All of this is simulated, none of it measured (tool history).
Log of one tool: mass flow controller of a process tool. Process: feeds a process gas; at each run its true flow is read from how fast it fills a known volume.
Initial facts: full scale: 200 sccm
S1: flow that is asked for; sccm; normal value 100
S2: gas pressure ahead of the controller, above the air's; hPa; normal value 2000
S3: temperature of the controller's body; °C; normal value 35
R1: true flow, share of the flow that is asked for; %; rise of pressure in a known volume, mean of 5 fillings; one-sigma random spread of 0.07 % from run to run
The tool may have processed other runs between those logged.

| run | hour | S1 | S2 | S3 | R1 |
|---|---|---|---|---|---|
| 1 | 0.0 | 100 | 2000 | 35 | 97.64 |
| 2 | 222.7 | 100 | 2000 | 35 | 97.56 |
| 3 | 573.1 | 100 | 1500 | 35 | 97.72 |
| 4 | 947.3 | 100 | 1500 | 35 | 97.64 |
| 5 | 1142.0 | 100 | 1500 | 35 | 97.68 |
| 6 | 1344.0 | 100 | 2000 | 35 | 97.23 |
| 7 | 1627.8 | 100 | 2000 | 35 | 97.25 |
| 8 | 1913.3 | 100 | 2000 | 20 | 98.89 |
| 9 | 2148.7 | 100 | 2000 | 20 | 98.81 |
| 10 | 2553.4 | 100 | 2000 | 20 | 98.58 |
| 11 | 2819.4 | 100 | 2000 | 35 | 96.88 |
| 12 | 3152.5 | 100 | 2000 | 35 | 96.98 |
| 13 | 3444.9 | 100 | 2000 | 35 | 96.86 |
| 14 | 3622.3 | 100 | 2000 | 35 | 96.83 |
| 15 | 3936.6 | 100 | 2000 | 26 | 97.81 |
| 16 | 4352.5 | 100 | 2000 | 26 | 97.64 |
| 17 | 4679.2 | 100 | 2000 | 35 | 96.75 |
| 18 | 5050.8 | 100 | 2000 | 35 | 96.68 |
| 19 | 5459.1 | 100 | 2000 | 35 | 96.54 |
| 20 | 5840.2 | 100 | 2000 | 21 | 97.93 |
| 21 | 6078.5 | 100 | 2000 | 21 | 98.08 |
| 22 | 6444.2 | 33 | 2000 | 35 | 95.43 |
| 23 | 6760.0 | 100 | 2000 | 35 | 96.19 |
| 24 | 7045.0 | 100 | 2000 | 35 | 96.32 |
|  | 7274.2 | gauge calibrated |
| 25 | 7275.9 | 100 | 2000 | 35 | 97.54 |
| 26 | 7694.7 | 37 | 1600 | 35 | 96.99 |
| 27 | 8032.5 | 152 | 2200 | 35 | 98.02 |
| 28 | 8301.8 | 42 | 2150 | 27 | 97.28 |
| 29 | 8722.9 | 167 | 2000 | 37 | 97.95 |
| 30 | 9051.2 | 47 | 2000 | 37 | 96.16 |
| 31 | 9347.1 | 72 | 2030 | 31 | 97.28 |
| 32 | 9562.2 | 113 | 1500 | 26 | 98.76 |
| 33 | 9752.1 | 113 | 1500 | 26 | 98.65 |
| 34 | 10064.2 | 113 | 1680 | 32 | 97.77 |
| 35 | 10501.5 | 29 | 1430 | 21 | 97.93 |
|  | 10747.1 | controller's zero set anew |
| 36 | 10866.5 | 29 | 1430 | 21 | 97.85 |
| 37 | 11182.7 | 29 | 1430 | 21 | 97.74 |
| 38 | 11424.8 | 29 | 1430 | 21 | 97.75 |
| 39 | 11653.8 | 29 | 1430 | 21 | 97.72 |
| 40 | 11979.9 | 29 | 1430 | 21 | 97.75 |
| 41 | 12410.3 | 144 | 1650 | 39 | 96.95 |
| 42 | 12790.3 | 144 | 1650 | 39 | 96.89 |
| 43 | 13192.2 | 25 | 2060 | 29 | 96.09 |
| 44 | 13449.2 | 100 | 1850 | 35 | 96.44 |
| 45 | 13672.9 | 100 | 2360 | 35 | 96.10 |
| 46 | 13861.1 | 70 | 2440 | 35 | 95.60 |
| 47 | 14216.2 | 33 | 2780 | 39 | 94.40 |
|  | 14348.5 | controller exchanged for a calibrated one |
| 48 | 14621.1 | 34 | 2080 | 35 | 95.37 |
| 49 | 15009.9 | 34 | 2080 | 35 | 95.30 |

3 options for the next run, each taken on its own from the tool as it stands now. Forecast them:
| A | 15315.8 | 38 | 2320 | 27 | ? |
| B | 15315.8 | 63 | 2000 | 28 | ? |
| C | 15315.8 | 35 | 2020 | 38 | ? |

| run | R1 |
|---|---|
| A | 95.90 |
| B | 96.43 |
| C | 94.90 |
The same runs, with their run-to-run variation unchanged, on a tool lacking any hidden condition would have given:
| run | R1 |
|---|---|
| A | 97.37 |
| B | 97.92 |
| C | 96.36 |

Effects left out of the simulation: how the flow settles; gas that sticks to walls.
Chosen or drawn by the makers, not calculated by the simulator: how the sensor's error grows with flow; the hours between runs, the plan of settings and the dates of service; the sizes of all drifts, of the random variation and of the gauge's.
